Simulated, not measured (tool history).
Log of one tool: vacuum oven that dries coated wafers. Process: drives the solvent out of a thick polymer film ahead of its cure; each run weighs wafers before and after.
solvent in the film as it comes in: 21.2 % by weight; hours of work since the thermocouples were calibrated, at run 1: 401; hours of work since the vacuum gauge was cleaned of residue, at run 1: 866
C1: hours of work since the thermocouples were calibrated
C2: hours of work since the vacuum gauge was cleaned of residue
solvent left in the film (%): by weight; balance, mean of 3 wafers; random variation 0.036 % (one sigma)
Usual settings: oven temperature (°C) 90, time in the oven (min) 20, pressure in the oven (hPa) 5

Run 1, hour 0: usual settings; C1 401; C2 866. Result: solvent left in the film (%) 3.77.
Run 2, hour 53.6: usual settings; C1 432; C2 896. Result: solvent left in the film (%) 3.76.
Run 3, hour 153.1: usual settings; C1 488; C2 953. Result: solvent left in the film (%) 3.84.
Run 4, hour 214.8: usual settings; C1 523; C2 988. Result: solvent left in the film (%) 3.79.
Run 5, hour 288.7: usual settings; C1 565; C2 1030. Result: solvent left in the film (%) 3.82.
At hour 306.3: vacuum gauge cleaned of residue and calibrated.
Run 6, hour 369.1: usual settings but pressure in the oven (hPa) 8.43; C1 610; C2 36. Result: solvent left in the film (%) 4.07.
Run 7, hour 426.4: usual settings; C1 642; C2 68. Result: solvent left in the film (%) 3.77.
Run 8, hour 515.6: usual settings; C1 693; C2 119. Result: solvent left in the film (%) 3.79.
Run 9, hour 573.6: usual settings but time in the oven (min) 16; C1 726; C2 151. Result: solvent left in the film (%) 5.04.
Run 10, hour 642.7: usual settings but time in the oven (min) 16; C1 765; C2 191. Result: solvent left in the film (%) 5.01.
Run 11, hour 709.3: usual settings but time in the oven (min) 16; C1 803; C2 228. Result: solvent left in the film (%) 4.98.
Run 12, hour 762.9: usual settings but oven temperature (°C) 102; C1 833; C2 259. Result: solvent left in the film (%) 1.28.
Run 13, hour 822.5: usual settings but oven temperature (°C) 102; C1 867; C2 293. Result: solvent left in the film (%) 1.26.
Run 14, hour 890.6: usual settings; C1 905; C2 331. Result: solvent left in the film (%) 3.73.
Run 15, hour 935: usual settings; C1 930; C2 356. Result: solvent left in the film (%) 3.79.
Run 16, hour 991.5: usual settings; C1 962; C2 388. Result: solvent left in the film (%) 3.76.
Run 17, hour 1090.5: usual settings; C1 1019; C2 444. Result: solvent left in the film (%) 3.71.
Run 18, hour 1162.9: usual settings; C1 1060; C2 485. Result: solvent left in the film (%) 3.72.
Run 19, hour 1220.6: usual settings but pressure in the oven (hPa) 3.49; C1 1092; C2 518. Result: solvent left in the film (%) 3.64.
Run 20, hour 1287.5: usual settings but pressure in the oven (hPa) 3.49; C1 1130; C2 556. Result: solvent left in the film (%) 3.67.
Run 21, hour 1335.6: usual settings but pressure in the oven (hPa) 3.49; C1 1158; C2 583. Result: solvent left in the film (%) 3.57.

Forecast run 22:
Run 22, hour 1404.1: usual settings but time in the oven (min) 16, pressure in the oven (hPa) 3.52; C1 1196; C2 622. Result: solvent left in the film (%) ?.

Run 22 gave solvent left in the film (%) 4.88.
Without the tool's hidden state the same run would have given solvent left in the film (%) 4.87.

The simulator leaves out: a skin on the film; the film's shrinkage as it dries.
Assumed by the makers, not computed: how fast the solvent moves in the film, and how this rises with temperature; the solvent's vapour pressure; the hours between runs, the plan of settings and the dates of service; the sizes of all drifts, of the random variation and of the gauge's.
